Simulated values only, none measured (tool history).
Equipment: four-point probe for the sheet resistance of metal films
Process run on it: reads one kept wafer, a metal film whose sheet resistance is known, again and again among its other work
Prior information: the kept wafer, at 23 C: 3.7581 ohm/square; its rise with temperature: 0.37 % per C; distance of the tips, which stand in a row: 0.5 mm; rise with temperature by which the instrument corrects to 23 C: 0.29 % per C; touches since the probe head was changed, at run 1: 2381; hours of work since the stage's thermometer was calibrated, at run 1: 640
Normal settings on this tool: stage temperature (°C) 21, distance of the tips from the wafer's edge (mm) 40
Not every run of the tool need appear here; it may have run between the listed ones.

| run | day | stage temperature (°C) | distance of the tips from the wafer's edge (mm) | touches since the probe head was changed | hours of work since the stage's thermometer was calibrated | sheet resistance as the instrument gives it (ohm/square) |
|---|---|---|---|---|---|---|
| 1 | 0 | 21 | 40 | 2381 | 640 | 3.758503 |
| 2 | 0.367 | 21 | 40 | 2738 | 646 | 3.757039 |
| 3 | 1.008 | 19 | 40 | 3364 | 658 | 3.750125 |
| 4 | 1.45 | 19 | 40 | 3796 | 666 | 3.752108 |
| 5 | 1.983 | 21 | 40 | 4314 | 675 | 3.756291 |
| 6 | 2.271 | 18 | 40 | 4596 | 681 | 3.747606 |
|  | 2.342 | stage's thermometer calibrated |
| 7 | 2.608 | 18 | 40 | 4905 | 5 | 3.748748 |
| 8 | 3.275 | 23 | 20 | 5556 | 17 | 3.763764 |

Run 9 comes next. What will it give?
| 9 | 3.55 | 23 | 20 | 5823 | 22 | ? |

For run 9 the tool returned sheet resistance as the instrument gives it (ohm/square) 3.764298.
The same run, on a tool lacking any hidden state, would have yielded sheet resistance as the instrument gives it (ohm/square) 3.759678.
